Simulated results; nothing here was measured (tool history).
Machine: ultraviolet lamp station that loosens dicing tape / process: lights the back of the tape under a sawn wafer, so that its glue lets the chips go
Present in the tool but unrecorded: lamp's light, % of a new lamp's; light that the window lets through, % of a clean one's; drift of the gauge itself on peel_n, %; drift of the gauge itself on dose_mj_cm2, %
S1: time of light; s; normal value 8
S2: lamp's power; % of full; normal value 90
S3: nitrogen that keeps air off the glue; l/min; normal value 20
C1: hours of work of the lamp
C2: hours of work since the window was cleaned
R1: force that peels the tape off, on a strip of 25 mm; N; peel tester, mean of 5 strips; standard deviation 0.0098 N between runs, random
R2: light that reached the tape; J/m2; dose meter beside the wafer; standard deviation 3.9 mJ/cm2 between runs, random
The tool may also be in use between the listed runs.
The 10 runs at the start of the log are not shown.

run 11 hour=368.1 | S1=8 S2=67 S3=20 | C1=184 C2=238 | R1=0.761 R2=4910
-- hour=383.5 window cleaned of glue's vapour
run 12 hour=389.9 | S1=8 S2=82 S3=20 | C1=201 C2=5 | R1=0.515 R2=6020
run 13 hour=426.2 | S1=5 S2=90 S3=20 | C1=230 C2=34 | R1=1.019 R2=4110
run 14 hour=476.5 | S1=5 S2=90 S3=20 | C1=269 C2=73 | R1=1.014 R2=4100
run 15 hour=503.3 | S1=5 S2=90 S3=20 | C1=291 C2=95 | R1=1.028 R2=4150
run 16 hour=544.1 | S1=5 S2=90 S3=20 | C1=323 C2=127 | R1=1.017 R2=4060
run 17 hour=591.1 | S1=5 S2=90 S3=20 | C1=360 C2=164 | R1=1.045 R2=4070
run 18 hour=621.1 | S1=5 S2=90 S3=20 | C1=384 C2=188 | R1=1.072 R2=4110
run 19 hour=649 | S1=7 S2=82 S3=21 | C1=406 C2=210 | R1=0.669 R2=5170
-- hour=666.1 gauge calibrated
run 20 hour=675.8 | S1=7 S2=82 S3=21 | C1=427 C2=231 | R1=0.67 R2=5340
-- hour=699.4 window cleaned of glue's vapour
run 21 hour=704.4 | S1=8 S2=90 S3=21 | C1=449 C2=4 | R1=0.436 R2=6680
run 22 hour=732.9 | S1=12 S2=65 S3=21 | C1=472 C2=27 | R1=0.354 R2=7180
run 23 hour=768.9 | S1=5 S2=94 S3=20 | C1=500 C2=55 | R1=0.966 R2=4370
run 24 hour=795.2 | S1=10 S2=62 S3=20 | C1=521 C2=76 | R1=0.577 R2=5710
run 25 hour=831.2 | S1=16 S2=64 S3=23 | C1=549 C2=104 | R1=0.21 R2=9530
run 26 hour=870.3 | S1=6 S2=81 S3=10 | C1=580 C2=135 | R1=1.158 R2=4500
run 27 hour=891.8 | S1=6 S2=89 S3=23 | C1=597 C2=152 | R1=0.711 R2=4980
run 28 hour=941.2 | S1=6 S2=89 S3=23 | C1=636 C2=191 | R1=0.766 R2=4910
run 29 hour=967.4 | S1=6 S2=63 S3=13 | C1=657 C2=212 | R1=1.546 R2=3430
run 30 hour=1003 | S1=9 S2=90 S3=20 | C1=685 C2=240 | R1=0.327 R2=7480
-- hour=1017.7 window cleaned of glue's vapour
run 31 hour=1030.9 | S1=5 S2=72 S3=10 | C1=707 C2=10 | R1=1.802 R2=3320
run 32 hour=1069.5 | S1=10 S2=79 S3=20 | C1=737 C2=41 | R1=0.347 R2=7270
run 33 hour=1095.4 | S1=10 S2=79 S3=7 | C1=758 C2=61 | R1=0.593 R2=7170
run 34 hour=1121.3 | S1=6 S2=72 S3=7 | C1=778 C2=82 | R1=1.619 R2=3970
run 35 hour=1169.7 | S1=10 S2=100 S3=7 | C1=816 C2=120 | R1=0.373 R2=9110

What if the next run were any one of these 4? Each begins from the tool's condition after run 35:
run A hour=1190.1 | S1=10 S2=69 S3=17 | C1=833 C2=136 | R1=? R2=?
run B hour=1190.1 | S1=5 S2=90 S3=17 | C1=833 C2=136 | R1=? R2=?
run C hour=1190.1 | S1=12 S2=69 S3=12 | C1=833 C2=136 | R1=? R2=?
run D hour=1190.1 | S1=8 S2=90 S3=23 | C1=833 C2=136 | R1=? R2=?

run=A R1=0.509 R2=6310
run=B R1=1.081 R2=4140
run=C R1=0.412 R2=7540
run=D R1=0.392 R2=6580
Had the tool no hidden state, the same runs would have come out as:
run=A R1=0.506 R2=6470
run=B R1=1.076 R2=4250
run=C R1=0.409 R2=7740
run=D R1=0.39 R2=6750
